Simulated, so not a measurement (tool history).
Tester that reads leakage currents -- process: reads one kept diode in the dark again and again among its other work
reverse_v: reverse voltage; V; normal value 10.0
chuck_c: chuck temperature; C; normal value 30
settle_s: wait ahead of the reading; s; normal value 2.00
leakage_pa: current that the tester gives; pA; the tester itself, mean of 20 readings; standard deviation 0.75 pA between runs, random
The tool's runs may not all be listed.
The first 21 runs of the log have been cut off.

{"run": 22, "hour": 1345.4, "reverse_v": 4.3, "chuck_c": 30, "settle_s": 4.72, "leakage_pa": 165.79}
{"run": 23, "hour": 1434.5, "reverse_v": 10.0, "chuck_c": 34, "settle_s": 7.27, "leakage_pa": 380.81}
{"run": 24, "hour": 1506.0, "reverse_v": 4.8, "chuck_c": 30, "settle_s": 0.35, "leakage_pa": 179.68}
{"run": 25, "hour": 1547.7, "reverse_v": 1.1, "chuck_c": 21, "settle_s": 1.25, "leakage_pa": 34.49}
{"run": 26, "hour": 1602.4, "reverse_v": 10.0, "chuck_c": 25, "settle_s": 2.0, "leakage_pa": 180.35}
{"hour": 1644.9, "done": "chuck's temperature calibrated"}
{"run": 27, "hour": 1648.4, "reverse_v": 10.0, "chuck_c": 25, "settle_s": 2.0, "leakage_pa": 167.76}
{"run": 28, "hour": 1739.7, "reverse_v": 10.0, "chuck_c": 32, "settle_s": 0.52, "leakage_pa": 307.92}
{"run": 29, "hour": 1789.5, "reverse_v": 10.0, "chuck_c": 32, "settle_s": 0.52, "leakage_pa": 309.84}
{"run": 30, "hour": 1851.1, "reverse_v": 1.5, "chuck_c": 32, "settle_s": 0.52, "leakage_pa": 103.4}
{"run": 31, "hour": 1903.8, "reverse_v": 18.6, "chuck_c": 50, "settle_s": 2.0, "leakage_pa": 1914.99}
{"run": 32, "hour": 1952.2, "reverse_v": 18.6, "chuck_c": 50, "settle_s": 2.0, "leakage_pa": 1934.3}
{"run": 33, "hour": 2036.5, "reverse_v": 13.4, "chuck_c": 28, "settle_s": 8.32, "leakage_pa": 268.93}
{"run": 34, "hour": 2112.6, "reverse_v": 13.4, "chuck_c": 28, "settle_s": 0.53, "leakage_pa": 274.26}
{"run": 35, "hour": 2169.2, "reverse_v": 7.9, "chuck_c": 35, "settle_s": 8.15, "leakage_pa": 362.17}
{"run": 36, "hour": 2243.6, "reverse_v": 2.9, "chuck_c": 35, "settle_s": 8.15, "leakage_pa": 203.75}
{"run": 37, "hour": 2309.6, "reverse_v": 2.9, "chuck_c": 35, "settle_s": 8.15, "leakage_pa": 206.57}
{"run": 38, "hour": 2401.1, "reverse_v": 13.9, "chuck_c": 57, "settle_s": 1.17, "leakage_pa": 2882.25}
{"run": 39, "hour": 2487.3, "reverse_v": 7.4, "chuck_c": 57, "settle_s": 2.81, "leakage_pa": 2023.51}

3 options for the next run, each taken on its own from the tool as it stands now. Forecast them:
{"hour": 2496.9, "done": "chuck's temperature calibrated"}
{"run": "A", "hour": 2560.4, "reverse_v": 10.0, "chuck_c": 30, "settle_s": 9.73, "leakage_pa": "?"}
{"hour": 2496.9, "done": "chuck's temperature calibrated"}
{"run": "B", "hour": 2560.4, "reverse_v": 7.9, "chuck_c": 30, "settle_s": 2.0, "leakage_pa": "?"}
{"hour": 2496.9, "done": "chuck's temperature calibrated"}
{"run": "C", "hour": 2560.4, "reverse_v": 5.9, "chuck_c": 42, "settle_s": 0.51, "leakage_pa": "?"}

run=A leakage_pa=258.88
run=B leakage_pa=225.18
run=C leakage_pa=514.18
Without the tool's hidden state the same runs would have given:
run=A leakage_pa=250.41
run=B leakage_pa=218.45
run=C leakage_pa=508.10
